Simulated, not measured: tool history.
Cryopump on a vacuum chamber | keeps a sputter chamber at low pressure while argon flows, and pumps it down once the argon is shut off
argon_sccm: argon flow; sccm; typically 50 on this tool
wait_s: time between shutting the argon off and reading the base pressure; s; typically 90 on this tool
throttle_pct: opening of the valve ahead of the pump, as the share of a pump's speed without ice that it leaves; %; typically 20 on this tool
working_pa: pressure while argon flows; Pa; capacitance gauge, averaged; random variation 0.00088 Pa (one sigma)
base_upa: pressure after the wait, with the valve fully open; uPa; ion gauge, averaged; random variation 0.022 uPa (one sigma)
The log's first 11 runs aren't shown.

run	hour	argon_sccm	wait_s	throttle_pct	working_pa	base_upa
12	567.3	33	90	29	0.0858	0.77
13	621.5	50	125	20	0.1873	0.59
14	692.5	50	90	20	0.1849	0.79
15	748.5	50	90	24	0.1584	0.75
16	785.8	50	90	24	0.1574	0.80
17	825.6	50	90	20	0.1886	0.76
18	877.9	62	90	17	0.2751	0.77
19	937.6	67	90	15	0.3344	0.77
20	971.6	67	90	15	0.3358	0.76
21	1013.6	72	90	59	0.1017	0.79
22	1059.0	72	90	59	0.1036	0.77
23	1107.3	72	49	16	0.3431	1.20
24	1145.2	50	56	18	0.2114	1.08
25	1188.9	36	90	20	0.1405	0.87
26	1220.6	36	90	20	0.1392	0.81
27	1266.4	25	286	43	0.0475	0.51
28	1297.8	25	286	43	0.0481	0.52
29	1332.8	25	87	57	0.0392	0.82
30	1406.6	37	90	18	0.1586	0.88
31	1475.4	37	90	17	0.1681	0.82
32	1520.6	37	90	17	0.1688	0.83
# hour 1582.1: pump warmed up, emptied and cooled again
33	1599.2	66	56	17	0.2845	1.01

4 options for the next run, each taken on its own from the tool as it stands now. Forecast them:
A	1636.1	66	92	15	?	?
B	1636.1	75	285	25	?	?
C	1636.1	56	56	17	?	?
D	1636.1	62	90	20	?	?

run	working_pa	base_upa
A	0.3210	0.74
B	0.2215	0.42
C	0.2415	1.05
D	0.2267	0.78
Without the tool's hidden state the same runs would have given:
run	working_pa	base_upa
A	0.3188	0.59
B	0.2189	0.27
C	0.2396	0.90
D	0.2246	0.62

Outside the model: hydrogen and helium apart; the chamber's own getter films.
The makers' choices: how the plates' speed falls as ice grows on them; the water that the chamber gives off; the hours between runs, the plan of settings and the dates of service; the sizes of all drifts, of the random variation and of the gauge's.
